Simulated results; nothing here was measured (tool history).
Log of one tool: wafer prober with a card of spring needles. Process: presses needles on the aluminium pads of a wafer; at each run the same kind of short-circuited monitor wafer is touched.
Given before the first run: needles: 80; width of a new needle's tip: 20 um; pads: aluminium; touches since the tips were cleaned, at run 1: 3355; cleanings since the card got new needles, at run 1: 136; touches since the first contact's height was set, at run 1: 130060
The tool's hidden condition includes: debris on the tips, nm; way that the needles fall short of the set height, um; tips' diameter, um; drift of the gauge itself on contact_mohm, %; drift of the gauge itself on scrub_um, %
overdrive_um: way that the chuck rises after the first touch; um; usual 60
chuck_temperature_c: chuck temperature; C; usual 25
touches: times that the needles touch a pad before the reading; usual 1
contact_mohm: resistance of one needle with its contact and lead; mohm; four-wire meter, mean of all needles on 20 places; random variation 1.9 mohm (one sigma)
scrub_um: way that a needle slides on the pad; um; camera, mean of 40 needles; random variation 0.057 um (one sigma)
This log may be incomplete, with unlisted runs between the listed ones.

run	hour	overdrive_um	chuck_temperature_c	touches	touches since the tips were cleaned	cleanings since the card got new needles	touches since the first contact's height was set	contact_mohm	scrub_um
1	0.0	60	25	1	3355	136	130060	198	14.30
# hour 2.4: tips cleaned on abrasive film
# hour 13.5: tips cleaned on abrasive film
# hour 23.8: tips cleaned on abrasive film
2	29.4	60	67	1	2527	139	143360	211	14.38
# hour 33.9: tips cleaned on abrasive film
# hour 43.8: tips cleaned on abrasive film
# hour 54.5: tips cleaned on abrasive film
# hour 65.4: tips cleaned on abrasive film
3	65.4	51	67	1	23	143	159683	211	12.17
# hour 75.8: tips cleaned on abrasive film
# hour 85.2: tips cleaned on abrasive film
4	89.8	51	25	1	2110	145	170727	203	12.17
# hour 96.4: tips cleaned on abrasive film
# hour 106.7: tips cleaned on abrasive film
5	106.7	51	25	1	0	147	178363	201	12.23
# hour 111.6: height of the first contact set anew
# hour 116.3: tips cleaned on abrasive film
# hour 126.9: tips cleaned on abrasive film
# hour 138.3: tips cleaned on abrasive film
6	139.3	60	25	1	448	150	12527	201	14.36
# hour 148.6: tips cleaned on abrasive film
# hour 158.8: tips cleaned on abrasive film
7	158.8	60	71	1	0	152	21391	208	14.27
# hour 169.6: tips cleaned on abrasive film
# hour 180.4: tips cleaned on abrasive film
8	183.8	53	71	1	1545	154	32709	212	12.68
# hour 189.9: tips cleaned on abrasive film
# hour 199.8: tips cleaned on abrasive film
9	199.8	60	25	1	0	156	39950	200	14.28
# hour 210.1: tips cleaned on abrasive film
# hour 221.0: tips cleaned on abrasive film
# hour 231.1: tips cleaned on abrasive film
10	233.0	60	25	1	863	159	55009	199	14.34
# hour 241.4: tips cleaned on abrasive film
# hour 251.9: tips cleaned on abrasive film
# hour 262.9: tips cleaned on abrasive film
11	267.8	60	28	1	2234	162	70784	197	14.35
# hour 274.0: tips cleaned on abrasive film
# hour 285.4: tips cleaned on abrasive film
# hour 295.3: tips cleaned on abrasive film
12	304.5	60	28	1	4195	165	87439	202	14.26
# hour 306.3: tips cleaned on abrasive film
# hour 317.0: tips cleaned on abrasive film
13	326.2	51	115	1	4184	167	97260	218	12.06
# hour 328.4: tips cleaned on abrasive film
# hour 338.7: tips cleaned on abrasive film
# hour 349.7: tips cleaned on abrasive film
14	355.9	60	71	1	2847	170	110741	213	14.27
# hour 360.0: tips cleaned on abrasive film
# hour 371.0: tips cleaned on abrasive film
15	379.7	70	60	2	3976	172	121544	207	16.66
# hour 381.9: tips cleaned on abrasive film
# hour 391.8: tips cleaned on abrasive film
# hour 401.3: tips cleaned on abrasive film
16	401.3	70	60	2	0	175	131285	204	16.72
# hour 412.1: tips cleaned on abrasive film
# hour 423.0: tips cleaned on abrasive film
# hour 433.8: tips cleaned on abrasive film
17	434.7	53	34	2	436	178	146440	206	12.65
# hour 445.0: tips cleaned on abrasive film
# hour 455.9: tips cleaned on abrasive film
18	464.1	64	25	1	3753	180	159796	201	15.24

Predict each of these 3 candidate next runs independently; none follows another, all start after run 18:
# hour 466.5: tips cleaned on abrasive film
# hour 477.5: tips cleaned on abrasive film
A	483.4	58	25	2	2708	182	168541	?	?
# hour 466.5: tips cleaned on abrasive film
# hour 477.5: tips cleaned on abrasive film
B	483.4	60	25	3	2708	182	168541	?	?
# hour 466.5: tips cleaned on abrasive film
# hour 477.5: tips cleaned on abrasive film
C	483.4	60	25	1	2708	182	168541	?	?

run	contact_mohm	scrub_um
A	202	13.94
B	199	14.41
C	196	14.41
With no hidden state in the tool, these same runs would have given:
run	contact_mohm	scrub_um
A	202	13.94
B	199	14.41
C	196	14.41
